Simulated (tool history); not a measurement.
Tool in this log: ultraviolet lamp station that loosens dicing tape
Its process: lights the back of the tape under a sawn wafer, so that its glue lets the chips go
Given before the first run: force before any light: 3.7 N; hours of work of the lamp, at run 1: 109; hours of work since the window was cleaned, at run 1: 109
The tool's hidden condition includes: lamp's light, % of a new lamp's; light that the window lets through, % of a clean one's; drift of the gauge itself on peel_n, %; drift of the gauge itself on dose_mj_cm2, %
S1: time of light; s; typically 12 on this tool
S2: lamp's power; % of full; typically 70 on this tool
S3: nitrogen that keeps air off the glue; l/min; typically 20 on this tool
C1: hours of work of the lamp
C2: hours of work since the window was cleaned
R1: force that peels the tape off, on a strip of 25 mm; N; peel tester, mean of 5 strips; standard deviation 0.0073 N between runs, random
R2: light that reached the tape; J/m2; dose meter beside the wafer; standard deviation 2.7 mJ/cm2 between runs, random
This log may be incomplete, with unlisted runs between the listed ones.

run	day	S1	S2	S3	C1	C2	R1	R2
1	0.000	12	70	20	109	109	0.273	3600
2	2.079	12	70	20	143	143	0.261	3560
3	4.675	12	70	20	184	184	0.272	3620
4	6.842	12	70	20	219	219	0.254	3590
5	10.875	12	70	20	284	284	0.260	3590
6	14.238	12	70	20	338	338	0.262	3600
7	18.246	12	70	20	403	403	0.267	3590
8	21.138	12	70	20	449	449	0.278	3560
9	23.258	12	70	20	484	484	0.267	3650
10	26.108	12	70	20	529	529	0.260	3590
11	28.396	12	70	20	566	566	0.257	3560
# day 28.821: window cleaned of glue's vapour
12	32.046	12	70	20	625	52	0.266	3590
13	35.917	12	70	20	687	114	0.260	3630
14	40.079	12	70	20	754	181	0.277	3580
# day 43.042: lamp changed
15	43.292	12	91	20	4	232	0.187	4680
16	47.158	12	70	20	66	295	0.275	3560
17	49.142	18	70	20	98	327	0.181	5370
18	53.346	12	86	20	166	394	0.222	4420
19	55.092	12	86	20	194	422	0.204	4440
20	58.858	12	86	20	255	483	0.200	4420
21	61.546	12	86	20	298	526	0.197	4330
# day 64.638: window cleaned of glue's vapour
22	65.433	12	86	20	360	13	0.205	4410
23	68.279	23	86	17	406	59	0.158	8500
24	70.775	23	86	17	446	99	0.149	8540
25	74.979	17	86	11	514	166	0.176	6310
26	77.942	10	79	39	562	214	0.240	3390
27	80.508	10	79	39	603	255	0.238	3350
28	82.729	16	83	10	639	291	0.182	5680
29	85.679	12	69	8	686	339	0.423	3530
30	87.592	12	69	8	717	370	0.410	3550
31	89.908	12	69	8	754	407	0.407	3530
32	91.688	9	70	34	783	435	0.362	2640
# day 92.729: lamp changed
33	95.708	9	70	34	48	500	0.344	2700
34	99.500	11	88	21	109	561	0.208	4130
# day 100.296: window cleaned of glue's vapour
35	101.500	11	70	30	141	19	0.259	3280
36	104.417	11	87	30	188	66	0.202	4080
37	106.358	13	72	7	219	98	0.361	3930
38	108.662	13	72	7	256	135	0.368	4000
39	112.492	12	63	14	318	196	0.368	3230
40	114.504	12	63	14	350	229	0.356	3230
41	117.583	12	63	14	400	278	0.359	3230
42	120.342	12	64	23	444	323	0.290	3260
43	122.229	12	66	20	475	353	0.289	3410

What if the next run were any one of these 4? Each begins from the tool's condition after run 43:
A	125.271	8	66	15	524	402	?	?
B	125.271	8	66	38	524	402	?	?
C	125.271	12	79	22	524	402	?	?
D	125.271	7	82	7	524	402	?	?

run	R1	R2
A	0.638	2260
B	0.450	2280
C	0.230	4060
D	0.773	2440
Had the tool no hidden state, the same runs would have come out as:
run	R1	R2
A	0.637	2260
B	0.449	2280
C	0.229	4060
D	0.771	2450

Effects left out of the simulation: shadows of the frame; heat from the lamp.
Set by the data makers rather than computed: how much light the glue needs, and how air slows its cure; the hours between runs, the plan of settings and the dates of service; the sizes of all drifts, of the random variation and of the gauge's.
